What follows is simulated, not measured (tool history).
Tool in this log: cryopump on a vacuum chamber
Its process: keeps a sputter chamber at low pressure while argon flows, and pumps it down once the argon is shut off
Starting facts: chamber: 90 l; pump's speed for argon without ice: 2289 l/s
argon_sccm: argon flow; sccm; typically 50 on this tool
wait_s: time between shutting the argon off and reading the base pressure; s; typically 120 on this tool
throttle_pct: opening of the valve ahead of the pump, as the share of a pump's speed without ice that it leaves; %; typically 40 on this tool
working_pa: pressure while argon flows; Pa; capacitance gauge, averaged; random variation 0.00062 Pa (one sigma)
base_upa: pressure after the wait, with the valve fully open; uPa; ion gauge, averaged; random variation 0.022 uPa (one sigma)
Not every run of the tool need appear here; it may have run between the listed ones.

Run 1, hour 0.0: usual settings. Result: working_pa 0.0954 Pa, base_upa 0.76 uPa.
Run 2, hour 85.7: usual settings. Result: working_pa 0.0961 Pa, base_upa 0.77 uPa.
Run 3, hour 167.8: usual settings. Result: working_pa 0.0989 Pa, base_upa 0.82 uPa.
Run 4, hour 259.4: usual settings. Result: working_pa 0.0995 Pa, base_upa 0.86 uPa.
Run 5, hour 316.1: usual settings. Result: working_pa 0.1009 Pa, base_upa 0.94 uPa.
Run 6, hour 385.5: usual settings. Result: working_pa 0.1022 Pa, base_upa 0.94 uPa.
Run 7, hour 452.2: usual settings. Result: working_pa 0.1035 Pa, base_upa 0.97 uPa.
Run 8, hour 492.1: usual settings. Result: working_pa 0.1052 Pa, base_upa 0.99 uPa.
Run 9, hour 570.5: usual settings. Result: working_pa 0.1041 Pa, base_upa 1.06 uPa.
Run 10, hour 629.8: usual settings. Result: working_pa 0.1068 Pa, base_upa 1.09 uPa.
Run 11, hour 676.3: usual settings. Result: working_pa 0.1079 Pa, base_upa 1.14 uPa.
Run 12, hour 746.9: usual settings. Result: working_pa 0.1101 Pa, base_upa 1.18 uPa.
Run 13, hour 833.6: usual settings. Result: working_pa 0.1120 Pa, base_upa 1.23 uPa.
Run 14, hour 883.4: usual settings but argon_sccm 71 sccm. Result: working_pa 0.1621 Pa, base_upa 1.34 uPa.
At hour 896.3: pump warmed up, emptied and cooled again.
Run 15, hour 939.8: usual settings but argon_sccm 71 sccm. Result: working_pa 0.1331 Pa, base_upa 1.00 uPa.
Run 16, hour 995.8: usual settings but argon_sccm 65 sccm, wait_s 116 s, throttle_pct 43 %. Result: working_pa 0.1148 Pa, base_upa 1.09 uPa.
Run 17, hour 1086.3: usual settings but argon_sccm 65 sccm, wait_s 116 s, throttle_pct 43 %. Result: working_pa 0.1159 Pa, base_upa 1.09 uPa.
Run 18, hour 1149.4: usual settings but argon_sccm 46 sccm, wait_s 87 s, throttle_pct 17 %. Result: working_pa 0.2034 Pa, base_upa 1.30 uPa.
Run 19, hour 1210.0: usual settings but argon_sccm 46 sccm, wait_s 87 s, throttle_pct 17 %. Result: working_pa 0.2047 Pa, base_upa 1.29 uPa.
Run 20, hour 1302.6: usual settings but argon_sccm 91 sccm, wait_s 80 s, throttle_pct 43 %. Result: working_pa 0.1682 Pa, base_upa 1.47 uPa.
Run 21, hour 1339.9: usual settings but argon_sccm 99 sccm, wait_s 73 s, throttle_pct 44 %. Result: working_pa 0.1798 Pa, base_upa 1.58 uPa.
Run 22, hour 1380.6: usual settings but argon_sccm 22 sccm, wait_s 73 s, throttle_pct 51 %. Result: working_pa 0.0350 Pa, base_upa 1.64 uPa.
Run 23, hour 1427.7: usual settings but argon_sccm 89 sccm, wait_s 21 s, throttle_pct 53 %. Result: working_pa 0.1390 Pa, base_upa 3.53 uPa.
Run 24, hour 1472.3: usual settings but argon_sccm 78 sccm, wait_s 91 s, throttle_pct 23 %. Result: working_pa 0.2662 Pa, base_upa 1.49 uPa.
Run 25, hour 1532.8: usual settings but argon_sccm 78 sccm, wait_s 91 s, throttle_pct 23 %. Result: working_pa 0.2670 Pa, base_upa 1.53 uPa.
Run 26, hour 1586.5: usual settings but argon_sccm 33 sccm, wait_s 91 s, throttle_pct 45 %. Result: working_pa 0.0627 Pa, base_upa 1.57 uPa.
Run 27, hour 1645.0: usual settings but argon_sccm 33 sccm, wait_s 169 s, throttle_pct 45 %. Result: working_pa 0.0610 Pa, base_upa 1.39 uPa.
Run 28, hour 1711.6: usual settings but throttle_pct 53 %. Result: working_pa 0.0849 Pa, base_upa 1.53 uPa.
Run 29, hour 1749.4: usual settings but argon_sccm 35 sccm, wait_s 95 s, throttle_pct 20 %. Result: working_pa 0.1402 Pa, base_upa 1.60 uPa.
Run 30, hour 1831.8: usual settings but argon_sccm 22 sccm, wait_s 104 s, throttle_pct 34 %. Result: working_pa 0.0556 Pa, base_upa 1.75 uPa.

What if the next run were any one of these 5? Each begins from the tool's condition after run 30:
Run A, hour 1919.5: usual settings but argon_sccm 88 sccm, wait_s 228 s, throttle_pct 30 %. Result: working_pa ?, base_upa ?.
Run B, hour 1919.5: usual settings but argon_sccm 24 sccm, wait_s 27 s, throttle_pct 34 %. Result: working_pa ?, base_upa ?.
Run C, hour 1919.5: usual settings but argon_sccm 22 sccm, wait_s 97 s, throttle_pct 25 %. Result: working_pa ?, base_upa ?.
Run D, hour 1919.5: usual settings but argon_sccm 81 sccm, wait_s 59 s, throttle_pct 25 %. Result: working_pa ?, base_upa ?.
Run E, hour 1919.5: usual settings but argon_sccm 22 sccm, wait_s 200 s, throttle_pct 34 %. Result: working_pa ?, base_upa ?.

run  working_pa  base_upa
  A      0.2509      1.51
  B      0.0612      3.39
  C      0.0736      1.87
  D      0.2707      2.17
  E      0.0569      1.46
Stripped of hidden state, with their random variation kept, the same runs would have yielded:
run  working_pa  base_upa
  A      0.2161      0.37
  B      0.0516      2.25
  C      0.0649      0.74
  D      0.2386      1.05
  E      0.0482      0.37

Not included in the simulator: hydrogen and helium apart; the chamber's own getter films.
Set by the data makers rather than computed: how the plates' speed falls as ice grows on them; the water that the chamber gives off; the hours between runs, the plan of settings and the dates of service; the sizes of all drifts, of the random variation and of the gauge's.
